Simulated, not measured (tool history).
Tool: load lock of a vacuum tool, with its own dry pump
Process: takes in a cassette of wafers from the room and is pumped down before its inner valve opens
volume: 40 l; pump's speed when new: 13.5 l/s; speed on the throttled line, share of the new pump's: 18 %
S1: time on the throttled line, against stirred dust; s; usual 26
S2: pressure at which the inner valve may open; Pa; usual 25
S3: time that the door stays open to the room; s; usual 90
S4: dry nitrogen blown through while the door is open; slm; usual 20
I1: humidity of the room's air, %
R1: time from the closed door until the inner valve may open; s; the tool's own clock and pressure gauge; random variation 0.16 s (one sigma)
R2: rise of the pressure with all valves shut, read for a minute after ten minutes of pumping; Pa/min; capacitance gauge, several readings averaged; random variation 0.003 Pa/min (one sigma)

{"run": 1, "hour": 0.0, "S1": 26, "S2": 25, "S3": 90, "S4": 20, "I1": 45.3, "R1": 48.4, "R2": 0.076}
{"run": 2, "hour": 62.0, "S1": 26, "S2": 25, "S3": 90, "S4": 20, "I1": 47.8, "R1": 48.4, "R2": 0.077}
{"run": 3, "hour": 137.3, "S1": 26, "S2": 25, "S3": 90, "S4": 20, "I1": 48, "R1": 48.4, "R2": 0.075}
{"run": 4, "hour": 204.8, "S1": 26, "S2": 25, "S3": 90, "S4": 17, "I1": 42.1, "R1": 48.6, "R2": 0.074}
{"run": 5, "hour": 316.4, "S1": 26, "S2": 25, "S3": 90, "S4": 17, "I1": 46, "R1": 48.5, "R2": 0.072}
{"run": 6, "hour": 415.0, "S1": 26, "S2": 25, "S3": 90, "S4": 17, "I1": 43.3, "R1": 48.6, "R2": 0.073}
{"run": 7, "hour": 484.5, "S1": 26, "S2": 25, "S3": 90, "S4": 17, "I1": 42.7, "R1": 48.7, "R2": 0.079}
{"run": 8, "hour": 550.3, "S1": 26, "S2": 18, "S3": 90, "S4": 20, "I1": 45.7, "R1": 49.9, "R2": 0.079}
{"run": 9, "hour": 615.0, "S1": 48, "S2": 25, "S3": 90, "S4": 20, "I1": 44.8, "R1": 66.4, "R2": 0.076}
{"run": 10, "hour": 677.6, "S1": 48, "S2": 25, "S3": 90, "S4": 20, "I1": 42.4, "R1": 66.6, "R2": 0.075}
{"run": 11, "hour": 791.0, "S1": 26, "S2": 25, "S3": 90, "S4": 20, "I1": 47.5, "R1": 48.9, "R2": 0.077}
{"run": 12, "hour": 886.7, "S1": 21, "S2": 25, "S3": 90, "S4": 20, "I1": 43.5, "R1": 44.7, "R2": 0.079}
{"run": 13, "hour": 988.9, "S1": 21, "S2": 25, "S3": 90, "S4": 20, "I1": 42.7, "R1": 44.9, "R2": 0.075}
{"run": 14, "hour": 1055.3, "S1": 47, "S2": 25, "S3": 90, "S4": 20, "I1": 45.6, "R1": 65.7, "R2": 0.078}
{"run": 15, "hour": 1168.2, "S1": 47, "S2": 25, "S3": 90, "S4": 20, "I1": 46.1, "R1": 65.8, "R2": 0.074}
{"run": 16, "hour": 1271.1, "S1": 26, "S2": 25, "S3": 214, "S4": 20, "I1": 44.6, "R1": 49.1, "R2": 0.101}
{"run": 17, "hour": 1375.4, "S1": 26, "S2": 25, "S3": 214, "S4": 20, "I1": 46.8, "R1": 49, "R2": 0.096}
{"run": 18, "hour": 1489.4, "S1": 26, "S2": 25, "S3": 122, "S4": 20, "I1": 47.2, "R1": 48.7, "R2": 0.086}
{"run": 19, "hour": 1603.3, "S1": 26, "S2": 30, "S3": 122, "S4": 20, "I1": 42.2, "R1": 48.3, "R2": 0.083}
{"run": 20, "hour": 1715.9, "S1": 16, "S2": 25, "S3": 90, "S4": 7, "I1": 47.1, "R1": 38.1, "R2": 0.112}
{"run": 21, "hour": 1775.2, "S1": 16, "S2": 25, "S3": 90, "S4": 7, "I1": 46.5, "R1": 37.9, "R2": 0.111}
{"run": 22, "hour": 1837.6, "S1": 16, "S2": 25, "S3": 90, "S4": 7, "I1": 46, "R1": 37.9, "R2": 0.107}
{"run": 23, "hour": 1916.2, "S1": 16, "S2": 25, "S3": 90, "S4": 7, "I1": 42.4, "R1": 38.2, "R2": 0.099}
{"run": 24, "hour": 2004.9, "S1": 16, "S2": 25, "S3": 90, "S4": 7, "I1": 44.7, "R1": 38.1, "R2": 0.102}
{"run": 25, "hour": 2093.9, "S1": 16, "S2": 25, "S3": 90, "S4": 7, "I1": 47.2, "R1": 38.3, "R2": 0.105}
{"run": 26, "hour": 2213.7, "S1": 37, "S2": 25, "S3": 90, "S4": 24, "I1": 42.3, "R1": 55.1, "R2": 0.084}
{"run": 27, "hour": 2312.9, "S1": 37, "S2": 21, "S3": 90, "S4": 8, "I1": 42.7, "R1": 55.9, "R2": 0.106}
{"run": 28, "hour": 2406.2, "S1": 25, "S2": 25, "S3": 129, "S4": 20, "I1": 48.4, "R1": 45.6, "R2": 0.097}
{"run": 29, "hour": 2524.9, "S1": 34, "S2": 25, "S3": 47, "S4": 20, "I1": 49.2, "R1": 53.1, "R2": 0.084}
{"run": 30, "hour": 2619.8, "S1": 26, "S2": 30, "S3": 90, "S4": 20, "I1": 43.7, "R1": 45.6, "R2": 0.087}
{"run": 31, "hour": 2728.6, "S1": 26, "S2": 30, "S3": 90, "S4": 20, "I1": 47.7, "R1": 45.7, "R2": 0.096}
{"run": 32, "hour": 2843.0, "S1": 26, "S2": 30, "S3": 90, "S4": 20, "I1": 45.3, "R1": 46, "R2": 0.096}
{"run": 33, "hour": 2935.3, "S1": 21, "S2": 42, "S3": 90, "S4": 20, "I1": 45.2, "R1": 40.8, "R2": 0.088}
{"run": 34, "hour": 3047.9, "S1": 21, "S2": 21, "S3": 52, "S4": 23, "I1": 42.5, "R1": 42.9, "R2": 0.08}
{"run": 35, "hour": 3142.0, "S1": 32, "S2": 40, "S3": 72, "S4": 39, "I1": 43.2, "R1": 49.7, "R2": 0.076}
{"run": 36, "hour": 3231.8, "S1": 32, "S2": 40, "S3": 72, "S4": 39, "I1": 44.3, "R1": 50, "R2": 0.076}

Not shown: 1 entry that the log had between the listed runs. Between which runs, and how does the tool's hidden state differ before and after?
Between runs 19 and 20: dry pump taken out, an overhauled one fitted (hour 1625.6)
  pump's speed, % of a new pump's: 87.3 -> 99.9; leak at the door's seal, Pa l/s: 0.0211 -> 0.0216
  measured less the result without the state, R1: +2.9 -> +0 s; R2: +0.029 -> +0.03 Pa/min
